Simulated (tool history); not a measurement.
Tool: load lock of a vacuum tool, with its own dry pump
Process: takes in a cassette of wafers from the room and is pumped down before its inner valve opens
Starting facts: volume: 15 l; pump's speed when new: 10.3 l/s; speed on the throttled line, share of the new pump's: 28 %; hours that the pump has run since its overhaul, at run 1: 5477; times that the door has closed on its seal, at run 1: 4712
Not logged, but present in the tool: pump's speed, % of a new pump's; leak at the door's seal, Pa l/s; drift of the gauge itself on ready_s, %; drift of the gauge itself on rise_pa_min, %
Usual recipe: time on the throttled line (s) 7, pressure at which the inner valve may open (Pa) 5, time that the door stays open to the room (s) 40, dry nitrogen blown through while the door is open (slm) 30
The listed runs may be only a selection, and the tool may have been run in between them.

| run | hour | time on the throttled line (s) | pressure at which the inner valve may open (Pa) | time that the door stays open to the room (s) | dry nitrogen blown through while the door is open (slm) | hours that the pump has run since its overhaul | times that the door has closed on its seal | incoming humidity of the room's air, % | time from the closed door until the inner valve may open (s) | rise of the pressure with all valves shut (Pa/min) |
|---|---|---|---|---|---|---|---|---|---|---|
| 1 | 0.0 | 7 | 5 | 40 | 30 | 5477 | 4712 | 45.1 | 20.0 | 0.080 |
| 2 | 120.3 | 7 | 5 | 40 | 30 | 5597 | 5026 | 40.9 | 19.9 | 0.082 |
| 3 | 198.3 | 7 | 5 | 34 | 30 | 5675 | 5230 | 46.1 | 19.7 | 0.083 |
| 4 | 277.7 | 7 | 5 | 34 | 30 | 5754 | 5438 | 47.5 | 20.2 | 0.091 |
| 5 | 358.0 | 7 | 5 | 40 | 30 | 5835 | 5648 | 46.0 | 20.1 | 0.091 |
| 6 | 434.9 | 7 | 5 | 40 | 30 | 5912 | 5849 | 47.4 | 20.0 | 0.088 |
| 7 | 511.6 | 7 | 5 | 40 | 30 | 5988 | 6050 | 47.1 | 20.1 | 0.096 |
| 8 | 574.9 | 7 | 5 | 40 | 30 | 6051 | 6215 | 49.4 | 20.1 | 0.101 |
| 9 | 700.1 | 7 | 5 | 40 | 30 | 6177 | 6542 | 45.5 | 20.2 | 0.100 |
| 10 | 823.2 | 7 | 5 | 40 | 30 | 6300 | 6865 | 45.3 | 20.0 | 0.105 |
| 11 | 951.4 | 7 | 5 | 40 | 30 | 6428 | 7200 | 49.3 | 19.9 | 0.110 |
| 12 | 1062.0 | 7 | 5 | 216 | 30 | 6539 | 7489 | 43.4 | 20.1 | 0.142 |
| 13 | 1198.9 | 7 | 5 | 216 | 30 | 6675 | 7847 | 44.6 | 20.1 | 0.146 |
| 14 | 1327.9 | 7 | 5 | 40 | 30 | 6804 | 8184 | 46.3 | 20.0 | 0.113 |
| 15 | 1390.4 | 7 | 5 | 40 | 30 | 6867 | 8348 | 44.4 | 20.3 | 0.117 |
| 16 | 1511.2 | 7 | 5 | 40 | 30 | 6988 | 8664 | 47.4 | 20.0 | 0.121 |
| 17 | 1633.7 | 7 | 5 | 40 | 30 | 7110 | 8984 | 44.9 | 20.2 | 0.124 |
| 18 | 1747.8 | 7 | 5 | 40 | 30 | 7224 | 9282 | 46.4 | 20.1 | 0.121 |
| 19 | 1877.6 | 7 | 5 | 40 | 30 | 7354 | 9622 | 46.2 | 20.0 | 0.131 |
| 20 | 1956.6 | 7 | 9 | 44 | 14 | 7433 | 9829 | 45.0 | 19.4 | 0.146 |
| 21 | 2038.4 | 7 | 9 | 44 | 41 | 7515 | 10042 | 43.4 | 19.3 | 0.125 |
| 22 | 2155.6 | 6 | 9 | 44 | 41 | 7632 | 10349 | 47.1 | 18.4 | 0.136 |
| 23 | 2251.3 | 5 | 5 | 40 | 10 | 7728 | 10599 | 45.6 | 18.8 | 0.151 |
| 24 | 2394.8 | 5 | 5 | 40 | 10 | 7871 | 10974 | 42.9 | 18.9 | 0.159 |
| 25 | 2473.6 | 5 | 5 | 40 | 10 | 7950 | 11181 | 44.4 | 19.0 | 0.164 |
| 26 | 2547.9 | 5 | 5 | 40 | 10 | 8024 | 11375 | 46.1 | 19.0 | 0.165 |
| 27 | 2663.3 | 6 | 6 | 230 | 30 | 8140 | 11677 | 46.3 | 18.9 | 0.199 |
| 28 | 2774.6 | 6 | 6 | 230 | 26 | 8251 | 11968 | 45.4 | 19.2 | 0.198 |
| 29 | 2911.2 | 7 | 4 | 40 | 30 | 8388 | 12325 | 46.1 | 20.6 | 0.161 |
| 30 | 3042.3 | 7 | 5 | 146 | 30 | 8519 | 12668 | 43.8 | 20.3 | 0.190 |
| 31 | 3112.4 | 7 | 6 | 40 | 6 | 8589 | 12851 | 42.4 | 20.2 | 0.190 |
| 32 | 3185.3 | 7 | 6 | 40 | 6 | 8662 | 13042 | 46.3 | 20.1 | 0.194 |
| 33 | 3250.4 | 10 | 6 | 40 | 6 | 8727 | 13212 | 41.1 | 22.1 | 0.188 |
| 34 | 3318.0 | 6 | 6 | 35 | 5 | 8795 | 13389 | 45.1 | 19.2 | 0.190 |
| 35 | 3378.6 | 6 | 6 | 34 | 9 | 8855 | 13547 | 44.7 | 19.1 | 0.193 |
| 36 | 3512.8 | 10 | 9 | 34 | 9 | 8989 | 13898 | 44.7 | 21.5 | 0.191 |
| 37 | 3579.1 | 10 | 4 | 194 | 9 | 9056 | 14072 | 45.1 | 22.7 | 0.261 |
| 38 | 3717.0 | 7 | 4 | 40 | 30 | 9194 | 14432 | 44.9 | 20.5 | 0.187 |

Some steps in time from the closed door until the inner valve may open (s), run to run, broken into two amounts with sign: the step expected even without the hidden condition (settings, incoming material, random variation), and the rest, left for the hidden condition together with whatever gauge scatter is not in both the measured and the hidden-condition-free result:
Run 2 -> 3: time that the door stays open to the room (s) 40 -> 34. time from the closed door until the inner valve may open (s) -0.2: hidden state +0.1, all else -0.3.
Run 3 -> 4: nothing adjusted, nothing logged. time from the closed door until the inner valve may open (s) +0.5: hidden state -0.1, all else +0.6.
Run 4 -> 5: time that the door stays open to the room (s) 34 -> 40. time from the closed door until the inner valve may open (s) -0.1: hidden state +0.1, all else -0.2.
Run 33 -> 34: time on the throttled line (s) 10 -> 6, time that the door stays open to the room (s) 40 -> 35, dry nitrogen blown through while the door is open (slm) 6 -> 5. time from the closed door until the inner valve may open (s) -2.9: hidden state +0.0, all else -2.9.
Run 35 -> 36: time on the throttled line (s) 6 -> 10, pressure at which the inner valve may open (Pa) 6 -> 9. time from the closed door until the inner valve may open (s) +2.4: hidden state +0.0, all else +2.4.
Run 37 -> 38: time on the throttled line (s) 10 -> 7, time that the door stays open to the room (s) 194 -> 40, dry nitrogen blown through while the door is open (slm) 9 -> 30. time from the closed door until the inner valve may open (s) -2.2: hidden state +0.0, all else -2.2.
